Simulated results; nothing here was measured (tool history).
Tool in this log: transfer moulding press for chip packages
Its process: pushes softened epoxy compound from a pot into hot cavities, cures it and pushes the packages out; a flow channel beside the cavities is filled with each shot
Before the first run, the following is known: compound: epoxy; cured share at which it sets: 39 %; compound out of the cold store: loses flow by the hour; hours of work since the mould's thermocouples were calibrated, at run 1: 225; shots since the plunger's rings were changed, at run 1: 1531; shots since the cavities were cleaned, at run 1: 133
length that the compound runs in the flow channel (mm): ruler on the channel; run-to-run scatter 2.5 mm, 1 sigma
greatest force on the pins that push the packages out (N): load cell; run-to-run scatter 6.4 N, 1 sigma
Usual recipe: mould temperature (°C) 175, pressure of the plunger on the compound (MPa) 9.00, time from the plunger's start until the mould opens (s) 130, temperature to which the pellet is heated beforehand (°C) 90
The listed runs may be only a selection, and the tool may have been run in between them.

| run | hour | mould temperature (°C) | pressure of the plunger on the compound (MPa) | time from the plunger's start until the mould opens (s) | temperature to which the pellet is heated beforehand (°C) | hours of work since the mould's thermocouples were calibrated | shots since the plunger's rings were changed | shots since the cavities were cleaned | incoming compound's hours out of the cold store | length that the compound runs in the flow channel (mm) | greatest force on the pins that push the packages out (N) |
|---|---|---|---|---|---|---|---|---|---|---|---|
| 1 | 0.0 | 175 | 9.00 | 130 | 90 | 225 | 1531 | 133 | 13.7 | 892 | 340 |
| 2 | 48.1 | 173 | 9.00 | 130 | 90 | 249 | 1868 | 470 | 10.8 | 905 | 520 |
|  | 72.3 | cavities cleaned with cleaning compound and waxed |
| 3 | 112.2 | 175 | 8.91 | 130 | 90 | 281 | 2306 | 279 | 17.9 | 868 | 412 |
|  | 165.5 | cavities cleaned with cleaning compound and waxed |
| 4 | 165.5 | 175 | 9.00 | 130 | 89 | 307 | 2668 | 0 | 21.8 | 859 | 272 |
| 5 | 227.3 | 175 | 9.00 | 130 | 94 | 339 | 3101 | 433 | 36.5 | 820 | 449 |
|  | 256.2 | cavities cleaned with cleaning compound and waxed |
| 6 | 292.1 | 175 | 9.00 | 164 | 90 | 371 | 3543 | 251 | 31.1 | 827 | 332 |
| 7 | 332.1 | 170 | 9.00 | 130 | 90 | 391 | 3823 | 531 | 19.7 | 868 | 655 |
|  | 351.3 | cavities cleaned with cleaning compound and waxed |
| 8 | 409.6 | 170 | 9.00 | 130 | 90 | 430 | 4355 | 408 | 35.6 | 825 | 556 |
|  | 445.2 | cavities cleaned with cleaning compound and waxed |
| 9 | 449.7 | 175 | 9.00 | 156 | 90 | 450 | 4625 | 32 | 40.7 | 795 | 250 |
|  | 454.9 | mould's thermocouples calibrated |
|  | 472.8 | plunger's sealing rings changed |
| 10 | 519.2 | 182 | 9.00 | 130 | 90 | 31 | 325 | 486 | 19.2 | 875 | 408 |
|  | 545.6 | cavities cleaned with cleaning compound and waxed |
| 11 | 554.7 | 175 | 9.00 | 130 | 90 | 49 | 563 | 63 | 16.3 | 898 | 311 |
|  | 578.6 | mould's thermocouples calibrated, once more |
| 12 | 621.5 | 175 | 9.00 | 121 | 81 | 22 | 1016 | 516 | 11.2 | 897 | 539 |
|  | 639.6 | cavities cleaned with cleaning compound and waxed |
| 13 | 686.4 | 175 | 9.00 | 140 | 90 | 54 | 1459 | 326 | 26.1 | 859 | 353 |
|  | 730.9 | cavities cleaned with cleaning compound and waxed |
| 14 | 764.0 | 174 | 7.87 | 140 | 94 | 93 | 1992 | 231 | 42.6 | 765 | 359 |
|  | 824.1 | cavities cleaned with cleaning compound and waxed |
| 15 | 841.4 | 174 | 7.87 | 140 | 94 | 131 | 2523 | 121 | 45.3 | 756 | 307 |
|  | 919.2 | cavities cleaned with cleaning compound and waxed |
| 16 | 920.2 | 180 | 7.87 | 140 | 81 | 171 | 3064 | 7 | 9.1 | 815 | 230 |
| 17 | 962.4 | 180 | 7.87 | 140 | 81 | 192 | 3359 | 302 | 34.1 | 759 | 358 |
| 18 | 995.2 | 180 | 7.87 | 140 | 81 | 209 | 3588 | 531 | 26.2 | 772 | 410 |
|  | 1009.9 | cavities cleaned with cleaning compound and waxed |
| 19 | 1061.7 | 169 | 8.65 | 135 | 90 | 242 | 4043 | 362 | 11.0 | 869 | 554 |
|  | 1100.3 | cavities cleaned with cleaning compound and waxed |
| 20 | 1141.1 | 169 | 8.65 | 135 | 90 | 282 | 4588 | 285 | 30.3 | 817 | 514 |
|  | 1169.8 | plunger's sealing rings changed |
|  | 1195.8 | cavities cleaned with cleaning compound and waxed |
| 21 | 1204.5 | 176 | 8.60 | 159 | 82 | 312 | 232 | 60 | 8.5 | 891 | 246 |

Hidden state or all else? Some run-to-run changes of length that the compound runs in the flow channel (mm), split into what the settings, what came in and random variation would give without the hidden state, and what is left for the hidden state (with any gauge scatter that isn't in both results):
Hidden state present: true mould temperature over the reading, C; pressure that reaches the compound, % of what is set; grip of the stained cavities, % over clean ones'; drift of the gauge itself on flow_mm, %; drift of the gauge itself on push_out_n, %.
Run 9 -> 10: mould temperature (°C) 175 -> 182, time from the plunger's start until the mould opens (s) 156 -> 130, mould's thermocouples calibrated, plunger's sealing rings changed. length that the compound runs in the flow channel (mm) +80: hidden state +41, all else +39.
Run 13 -> 14: mould temperature (°C) 175 -> 174, pressure of the plunger on the compound (MPa) 9.00 -> 7.87, temperature to which the pellet is heated beforehand (°C) 90 -> 94, cavities cleaned with cleaning compound and waxed. length that the compound runs in the flow channel (mm) -94: hidden state -3, all else -91.
Run 18 -> 19: mould temperature (°C) 180 -> 169, pressure of the plunger on the compound (MPa) 7.87 -> 8.65, time from the plunger's start until the mould opens (s) 140 -> 135, temperature to which the pellet is heated beforehand (°C) 81 -> 90, cavities cleaned with cleaning compound and waxed. length that the compound runs in the flow channel (mm) +97: hidden state -9, all else +106.
Run 20 -> 21: mould temperature (°C) 169 -> 176, pressure of the plunger on the compound (MPa) 8.65 -> 8.60, time from the plunger's start until the mould opens (s) 135 -> 159, temperature to which the pellet is heated beforehand (°C) 90 -> 82, plunger's sealing rings changed, cavities cleaned with cleaning compound and waxed. length that the compound runs in the flow channel (mm) +74: hidden state +43, all else +31.
